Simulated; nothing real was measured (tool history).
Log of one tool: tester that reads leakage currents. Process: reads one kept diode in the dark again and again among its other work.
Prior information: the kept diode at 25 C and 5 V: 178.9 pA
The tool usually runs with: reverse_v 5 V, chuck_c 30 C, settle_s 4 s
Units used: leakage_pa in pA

run 1 hour=0 | reverse_v=5 chuck_c=30 settle_s=4 | leakage_pa=298.45
run 2 hour=146.2 | reverse_v=5 chuck_c=30 settle_s=0.95 | leakage_pa=303.16
run 3 hour=320.9 | reverse_v=5 chuck_c=30 settle_s=0.95 | leakage_pa=302.93
run 4 hour=441.9 | reverse_v=5 chuck_c=30 settle_s=0.95 | leakage_pa=305.79
run 5 hour=615.7 | reverse_v=5 chuck_c=30 settle_s=4 | leakage_pa=307.7
run 6 hour=742.6 | reverse_v=5 chuck_c=30 settle_s=4 | leakage_pa=311.93
-- hour=889.2 chuck's temperature calibrated
run 7 hour=916.6 | reverse_v=5 chuck_c=30 settle_s=4 | leakage_pa=290.72
run 8 hour=1146.4 | reverse_v=1.18 chuck_c=30 settle_s=4 | leakage_pa=135.81
run 9 hour=1317.5 | reverse_v=1.18 chuck_c=30 settle_s=0.34 | leakage_pa=137.56
run 10 hour=1483.9 | reverse_v=5 chuck_c=53 settle_s=4 | leakage_pa=2221.91
run 11 hour=1630.9 | reverse_v=5 chuck_c=53 settle_s=4 | leakage_pa=2247.05
run 12 hour=1900.9 | reverse_v=5 chuck_c=28 settle_s=4 | leakage_pa=252.7
run 13 hour=2185.3 | reverse_v=2.26 chuck_c=37 settle_s=0.55 | leakage_pa=382.51
run 14 hour=2340.4 | reverse_v=3.48 chuck_c=30 settle_s=2.4 | leakage_pa=255.85
run 15 hour=2603.6 | reverse_v=3.48 chuck_c=30 settle_s=2.4 | leakage_pa=257.29
run 16 hour=2815.1 | reverse_v=3.48 chuck_c=30 settle_s=2.4 | leakage_pa=259.94
run 17 hour=2968.3 | reverse_v=2.64 chuck_c=49 settle_s=4.31 | leakage_pa=1202.59
-- hour=2983.1 chuck's temperature calibrated
run 18 hour=3243.5 | reverse_v=4.28 chuck_c=20 settle_s=0.55 | leakage_pa=109.95
run 19 hour=3511.6 | reverse_v=5 chuck_c=30 settle_s=2.82 | leakage_pa=309.38
-- hour=3602 probe card cleaned and baked
-- hour=3649.2 tester calibrated
run 20 hour=3790.8 | reverse_v=15.09 chuck_c=59 settle_s=5.33 | leakage_pa=6504.12
run 21 hour=4057.3 | reverse_v=2.75 chuck_c=36 settle_s=3.53 | leakage_pa=382.63
run 22 hour=4333 | reverse_v=3.77 chuck_c=41 settle_s=0.76 | leakage_pa=714.29
run 23 hour=4470.1 | reverse_v=3.77 chuck_c=41 settle_s=0.76 | leakage_pa=715.66
run 24 hour=4610.4 | reverse_v=3.77 chuck_c=41 settle_s=0.76 | leakage_pa=719.69

5 ways to go on from here, each from the tool as it stands after run 24. What would each give?
run A hour=4817.2 | reverse_v=5 chuck_c=30 settle_s=5.38 | leakage_pa=?
run B hour=4817.2 | reverse_v=5 chuck_c=30 settle_s=4.46 | leakage_pa=?
run C hour=4817.2 | reverse_v=3.77 chuck_c=41 settle_s=1.8 | leakage_pa=?
run D hour=4817.2 | reverse_v=3.77 chuck_c=39 settle_s=0.76 | leakage_pa=?
run E hour=4817.2 | reverse_v=3.03 chuck_c=42 settle_s=0.86 | leakage_pa=?

run=A leakage_pa=313.4
run=B leakage_pa=312.11
run=C leakage_pa=728.57
run=D leakage_pa=605.7
run=E leakage_pa=702.54
With no hidden state in the tool, these same runs would have given:
run=A leakage_pa=291.06
run=B leakage_pa=289.86
run=C leakage_pa=681.91
run=D leakage_pa=566.34
run=E leakage_pa=658
